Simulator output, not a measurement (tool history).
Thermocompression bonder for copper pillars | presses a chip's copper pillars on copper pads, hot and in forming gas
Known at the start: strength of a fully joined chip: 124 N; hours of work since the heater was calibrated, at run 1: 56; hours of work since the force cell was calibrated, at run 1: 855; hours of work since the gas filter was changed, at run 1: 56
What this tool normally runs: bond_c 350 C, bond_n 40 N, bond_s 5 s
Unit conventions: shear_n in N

run	hour	bond_c	bond_n	bond_s	hours of work since the heater was calibrated	hours of work since the force cell was calibrated	hours of work since the gas filter was changed	shear_n
1	0.0	350	40	5	56	855	56	78.4
2	27.4	350	40	4	72	871	72	74.1
3	66.7	350	40	5	96	895	96	75.7
4	100.5	350	40	5	116	915	116	76.7
5	142.5	350	40	5	142	941	142	74.3
6	184.3	350	40	5	167	966	167	72.5
# hour 207.7: forming gas filter changed
7	221.4	350	40	5	189	988	8	78.4
8	249.4	350	40	5	206	1005	25	80.7
9	276.3	350	49	5	223	1022	41	87.9
10	321.2	350	42	5	250	1049	69	79.7
11	357.8	350	40	5	272	1071	91	77.1
12	386.7	350	40	5	289	1088	108	74.6
13	414.0	350	40	5	306	1105	125	75.6
14	447.9	323	40	5	326	1125	145	61.2
15	470.3	323	40	6	340	1139	159	64.8
# hour 508.7: forming gas filter changed
16	510.3	350	40	5	364	1163	1	80.1
17	553.2	365	48	4	390	1189	27	87.0
18	574.3	365	31	4	402	1201	40	63.3
19	608.3	365	31	4	423	1222	60	63.4
20	630.3	345	47	4	436	1235	74	77.2
21	649.3	350	37	5	448	1247	85	69.7
22	687.0	350	39	4	471	1270	108	68.3
23	729.0	350	39	4	496	1295	133	65.7
24	772.2	350	39	4	522	1321	159	65.1
25	796.0	368	39	4	537	1336	174	69.6
# hour 809.7: forming gas filter changed
26	837.4	321	48	3	561	1360	17	63.7
27	856.7	321	40	3	573	1372	28	53.5
28	883.7	327	40	14	589	1388	45	89.3
29	922.9	349	40	14	613	1412	68	96.7
30	967.7	349	40	14	640	1439	96	94.6
31	992.3	320	29	14	655	1454	110	64.4
32	1021.6	350	40	3	673	1472	128	58.8

Take each entry between the runs: how does the hidden state at the last listed run before it differ from the hidden state at the first listed run after it?
Run 6 -> run 7: forming gas filter changed (hour 207.7)
  true temperature of the bond over the reading, C: -2.1 -> -2.3; force that reaches the chip, % of what is set: 95 -> 94.9; oxide that the forming gas leaves, % of the face: 10.87 -> 1.1
  measured result minus the result with no hidden state, shear_n: -12.2 -> -4.4 N
Run 15 -> run 16: forming gas filter changed (hour 508.7)
  true temperature of the bond over the reading, C: -3.7 -> -3.9; force that reaches the chip, % of what is set: 94.1 -> 94; oxide that the forming gas leaves, % of the face: 10.47 -> 0.8
  measured result minus the result with no hidden state, shear_n: -12.3 -> -5.5 N
Run 25 -> run 26: forming gas filter changed (hour 809.7)
  true temperature of the bond over the reading, C: -5.6 -> -5.8; force that reaches the chip, % of what is set: 93 -> 92.9; oxide that the forming gas leaves, % of the face: 11.69 -> 1.63
  measured result minus the result with no hidden state, shear_n: -15.2 -> -7.4 N
